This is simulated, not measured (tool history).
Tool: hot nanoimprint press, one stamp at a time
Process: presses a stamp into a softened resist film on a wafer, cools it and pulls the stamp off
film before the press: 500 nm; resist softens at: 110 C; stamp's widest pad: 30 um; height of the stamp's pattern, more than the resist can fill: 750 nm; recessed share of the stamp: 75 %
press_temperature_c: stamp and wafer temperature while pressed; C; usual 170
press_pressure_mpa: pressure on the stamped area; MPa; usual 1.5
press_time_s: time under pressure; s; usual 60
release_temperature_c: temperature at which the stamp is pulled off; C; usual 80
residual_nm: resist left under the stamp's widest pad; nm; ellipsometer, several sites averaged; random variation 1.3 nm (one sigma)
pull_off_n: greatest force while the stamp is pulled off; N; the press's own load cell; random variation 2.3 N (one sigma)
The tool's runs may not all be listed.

run 1 hour=0 | press_temperature_c=170 press_pressure_mpa=1.5 press_time_s=60 release_temperature_c=80 | residual_nm=222.2 pull_off_n=123
run 2 hour=54.3 | press_temperature_c=170 press_pressure_mpa=1.5 press_time_s=60 release_temperature_c=80 | residual_nm=223 pull_off_n=119
run 3 hour=125.1 | press_temperature_c=170 press_pressure_mpa=1.5 press_time_s=104 release_temperature_c=80 | residual_nm=186.3 pull_off_n=127
-- hour=141.3 stamp cleaned and given a new release coat
run 4 hour=168.1 | press_temperature_c=170 press_pressure_mpa=1.5 press_time_s=104 release_temperature_c=80 | residual_nm=186.9 pull_off_n=109
run 5 hour=209.8 | press_temperature_c=170 press_pressure_mpa=1.5 press_time_s=104 release_temperature_c=80 | residual_nm=186.1 pull_off_n=108
run 6 hour=269.5 | press_temperature_c=170 press_pressure_mpa=1.5 press_time_s=104 release_temperature_c=80 | residual_nm=191.5 pull_off_n=117
-- hour=310.1 plate thermocouple calibrated
run 7 hour=314 | press_temperature_c=177 press_pressure_mpa=1.2 press_time_s=104 release_temperature_c=65 | residual_nm=166.5 pull_off_n=128
run 8 hour=389.9 | press_temperature_c=175 press_pressure_mpa=0.94 press_time_s=60 release_temperature_c=80 | residual_nm=249.9 pull_off_n=124
run 9 hour=447.9 | press_temperature_c=170 press_pressure_mpa=1.41 press_time_s=50 release_temperature_c=80 | residual_nm=258.7 pull_off_n=121
-- hour=472.1 press's hydraulic seals changed and the load cell set to zero
run 10 hour=492.1 | press_temperature_c=180 press_pressure_mpa=0.9 press_time_s=47 release_temperature_c=71 | residual_nm=222.6 pull_off_n=137
run 11 hour=540.1 | press_temperature_c=180 press_pressure_mpa=0.9 press_time_s=47 release_temperature_c=71 | residual_nm=224.3 pull_off_n=140
-- hour=568.6 plate thermocouple calibrated, once more
-- hour=587.1 stamp cleaned and given a new release coat
run 12 hour=617.7 | press_temperature_c=158 press_pressure_mpa=1.27 press_time_s=70 release_temperature_c=67 | residual_nm=336.1 pull_off_n=117

4 ways to go on from here, each from the tool as it stands after run 12. What would each give?
run A hour=674.8 | press_temperature_c=158 press_pressure_mpa=1.46 press_time_s=39 release_temperature_c=80 | residual_nm=? pull_off_n=?
run B hour=674.8 | press_temperature_c=158 press_pressure_mpa=1.07 press_time_s=56 release_temperature_c=67 | residual_nm=? pull_off_n=?
run C hour=674.8 | press_temperature_c=170 press_pressure_mpa=1.54 press_time_s=60 release_temperature_c=80 | residual_nm=? pull_off_n=?
run D hour=674.8 | press_temperature_c=174 press_pressure_mpa=1.04 press_time_s=70 release_temperature_c=78 | residual_nm=? pull_off_n=?

run=A residual_nm=365.6 pull_off_n=110
run=B residual_nm=383.3 pull_off_n=117
run=C residual_nm=208 pull_off_n=103
run=D residual_nm=208.8 pull_off_n=117
Without the tool's hidden state the same runs would have given:
run=A residual_nm=365.2 pull_off_n=105
run=B residual_nm=383.3 pull_off_n=112
run=C residual_nm=207.6 pull_off_n=99
run=D residual_nm=208.6 pull_off_n=112
